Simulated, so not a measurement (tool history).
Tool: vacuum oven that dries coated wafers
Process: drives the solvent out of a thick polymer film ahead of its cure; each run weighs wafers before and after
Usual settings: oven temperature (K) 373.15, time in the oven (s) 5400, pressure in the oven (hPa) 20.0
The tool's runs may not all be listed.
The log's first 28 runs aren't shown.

| run | hour | oven temperature (K) | time in the oven (s) | pressure in the oven (hPa) | hours of work since the thermocouples were calibrated | hours of work since the vacuum gauge was cleaned of residue | solvent left in the film (%) |
|---|---|---|---|---|---|---|---|
| 29 | 493.8 | 373.15 | 6060 | 14.0 | 369 | 545 | 3.03 |
| 30 | 510.6 | 367.15 | 5040 | 56.2 | 380 | 555 | 6.28 |
| 31 | 522.7 | 367.15 | 5040 | 56.2 | 387 | 563 | 6.25 |
| 32 | 538.0 | 364.15 | 5400 | 20.0 | 397 | 573 | 5.43 |
| 33 | 549.0 | 363.15 | 6180 | 20.0 | 404 | 579 | 5.11 |
| 34 | 569.7 | 371.15 | 8280 | 61.2 | 417 | 592 | 3.95 |
| 35 | 582.2 | 367.15 | 3180 | 36.4 | 425 | 600 | 7.26 |
| 36 | 601.6 | 379.15 | 9120 | 24.0 | 437 | 612 | 1.33 |
| 37 | 622.5 | 377.15 | 8880 | 29.7 | 450 | 625 | 1.75 |
| 38 | 635.9 | 377.15 | 8880 | 29.7 | 458 | 634 | 1.76 |
| 39 | 652.4 | 360.15 | 5880 | 29.7 | 469 | 644 | 6.28 |
| 40 | 667.6 | 365.15 | 5880 | 29.7 | 478 | 654 | 5.22 |
| 41 | 678.3 | 365.15 | 3000 | 31.7 | 485 | 660 | 7.68 |
| 42 | 697.2 | 387.15 | 5520 | 18.2 | 497 | 672 | 1.38 |
| 43 | 718.7 | 387.15 | 9000 | 10.8 | 510 | 686 | 0.50 |
| 44 | 730.6 | 387.15 | 9000 | 10.8 | 518 | 693 | 0.49 |
| 45 | 744.6 | 387.15 | 9000 | 10.8 | 527 | 702 | 0.48 |

Forecast each of these 4 alternatives for the next run:
| A | 765.5 | 373.15 | 4080 | 22.0 | 540 | 715 | ? |
| B | 765.5 | 383.15 | 9000 | 10.8 | 540 | 715 | ? |
| C | 765.5 | 367.15 | 3660 | 59.5 | 540 | 715 | ? |
| D | 765.5 | 360.15 | 4440 | 10.8 | 540 | 715 | ? |

| run | solvent left in the film (%) |
|---|---|
| A | 4.77 |
| B | 0.70 |
| C | 7.44 |
| D | 6.63 |
Without the tool's hidden state the same runs would have given:
| run | solvent left in the film (%) |
|---|---|
| A | 4.80 |
| B | 0.68 |
| C | 7.47 |
| D | 6.65 |

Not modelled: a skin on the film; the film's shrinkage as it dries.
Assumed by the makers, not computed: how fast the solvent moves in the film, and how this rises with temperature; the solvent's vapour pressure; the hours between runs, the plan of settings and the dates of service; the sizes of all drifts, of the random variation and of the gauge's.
